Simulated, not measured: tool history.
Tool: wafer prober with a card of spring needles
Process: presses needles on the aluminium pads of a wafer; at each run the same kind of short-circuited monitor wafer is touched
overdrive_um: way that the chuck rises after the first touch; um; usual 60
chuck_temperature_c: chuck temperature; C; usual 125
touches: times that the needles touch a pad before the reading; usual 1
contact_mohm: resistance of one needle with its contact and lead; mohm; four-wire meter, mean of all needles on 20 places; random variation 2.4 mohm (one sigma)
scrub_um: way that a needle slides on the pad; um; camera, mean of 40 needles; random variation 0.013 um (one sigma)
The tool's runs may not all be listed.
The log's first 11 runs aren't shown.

{"hour": 99.7, "done": "tips cleaned on abrasive film"}
{"run": 12, "hour": 104.1, "overdrive_um": 71, "chuck_temperature_c": 125, "touches": 1, "contact_mohm": 295, "scrub_um": 14.27}
{"run": 13, "hour": 114.8, "overdrive_um": 71, "chuck_temperature_c": 125, "touches": 1, "contact_mohm": 315, "scrub_um": 14.28}
{"hour": 118.7, "done": "tips cleaned on abrasive film"}
{"hour": 121.1, "done": "height of the first contact set anew"}
{"run": 14, "hour": 127.6, "overdrive_um": 71, "chuck_temperature_c": 125, "touches": 1, "contact_mohm": 309, "scrub_um": 14.45}
{"run": 15, "hour": 134.7, "overdrive_um": 60, "chuck_temperature_c": 125, "touches": 1, "contact_mohm": 339, "scrub_um": 12.22}
{"hour": 137.9, "done": "tips cleaned on abrasive film"}
{"run": 16, "hour": 145.4, "overdrive_um": 62, "chuck_temperature_c": 125, "touches": 1, "contact_mohm": 323, "scrub_um": 12.64}
{"hour": 157.6, "done": "tips cleaned on abrasive film"}
{"run": 17, "hour": 158.0, "overdrive_um": 62, "chuck_temperature_c": 125, "touches": 1, "contact_mohm": 284, "scrub_um": 12.6}
{"run": 18, "hour": 165.4, "overdrive_um": 44, "chuck_temperature_c": 45, "touches": 2, "contact_mohm": 322, "scrub_um": 8.95}
{"run": 19, "hour": 172.4, "overdrive_um": 49, "chuck_temperature_c": 42, "touches": 1, "contact_mohm": 360, "scrub_um": 9.97}
{"hour": 177.0, "done": "tips cleaned on abrasive film"}
{"run": 20, "hour": 178.8, "overdrive_um": 79, "chuck_temperature_c": 28, "touches": 2, "contact_mohm": 253, "scrub_um": 16.06}
{"run": 21, "hour": 192.4, "overdrive_um": 60, "chuck_temperature_c": 51, "touches": 1, "contact_mohm": 331, "scrub_um": 12.2}
{"hour": 195.8, "done": "tips cleaned on abrasive film"}
{"run": 22, "hour": 199.2, "overdrive_um": 60, "chuck_temperature_c": 51, "touches": 1, "contact_mohm": 286, "scrub_um": 12.2}
{"run": 23, "hour": 207.9, "overdrive_um": 60, "chuck_temperature_c": 26, "touches": 1, "contact_mohm": 312, "scrub_um": 12.18}
{"hour": 215.8, "done": "tips cleaned on abrasive film"}
{"run": 24, "hour": 216.5, "overdrive_um": 55, "chuck_temperature_c": 125, "touches": 2, "contact_mohm": 285, "scrub_um": 11.15}
{"run": 25, "hour": 230.1, "overdrive_um": 66, "chuck_temperature_c": 77, "touches": 2, "contact_mohm": 295, "scrub_um": 13.42}
{"hour": 235.4, "done": "tips cleaned on abrasive film"}
{"run": 26, "hour": 238.2, "overdrive_um": 54, "chuck_temperature_c": 27, "touches": 1, "contact_mohm": 286, "scrub_um": 10.94}
{"run": 27, "hour": 244.1, "overdrive_um": 54, "chuck_temperature_c": 27, "touches": 1, "contact_mohm": 324, "scrub_um": 10.96}
{"run": 28, "hour": 249.8, "overdrive_um": 53, "chuck_temperature_c": 125, "touches": 2, "contact_mohm": 327, "scrub_um": 10.75}
{"hour": 254.8, "done": "tips cleaned on abrasive film"}
{"run": 29, "hour": 255.7, "overdrive_um": 62, "chuck_temperature_c": 125, "touches": 3, "contact_mohm": 277, "scrub_um": 12.56}
{"run": 30, "hour": 268.7, "overdrive_um": 62, "chuck_temperature_c": 33, "touches": 2, "contact_mohm": 291, "scrub_um": 12.57}
{"hour": 274.2, "done": "tips cleaned on abrasive film"}
{"run": 31, "hour": 279.0, "overdrive_um": 42, "chuck_temperature_c": 42, "touches": 2, "contact_mohm": 308, "scrub_um": 8.49}
{"run": 32, "hour": 290.0, "overdrive_um": 61, "chuck_temperature_c": 42, "touches": 2, "contact_mohm": 298, "scrub_um": 12.35}

Run 33 comes next. What will it give?
{"hour": 293.2, "done": "tips cleaned on abrasive film"}
{"run": 33, "hour": 301.4, "overdrive_um": 75, "chuck_temperature_c": 68, "touches": 2, "contact_mohm": "?", "scrub_um": "?"}

Run 33 gave contact_mohm 278 mohm, scrub_um 15.18 um.
Without the tool's hidden state the same run would have given contact_mohm 256 mohm, scrub_um 15.25 um.

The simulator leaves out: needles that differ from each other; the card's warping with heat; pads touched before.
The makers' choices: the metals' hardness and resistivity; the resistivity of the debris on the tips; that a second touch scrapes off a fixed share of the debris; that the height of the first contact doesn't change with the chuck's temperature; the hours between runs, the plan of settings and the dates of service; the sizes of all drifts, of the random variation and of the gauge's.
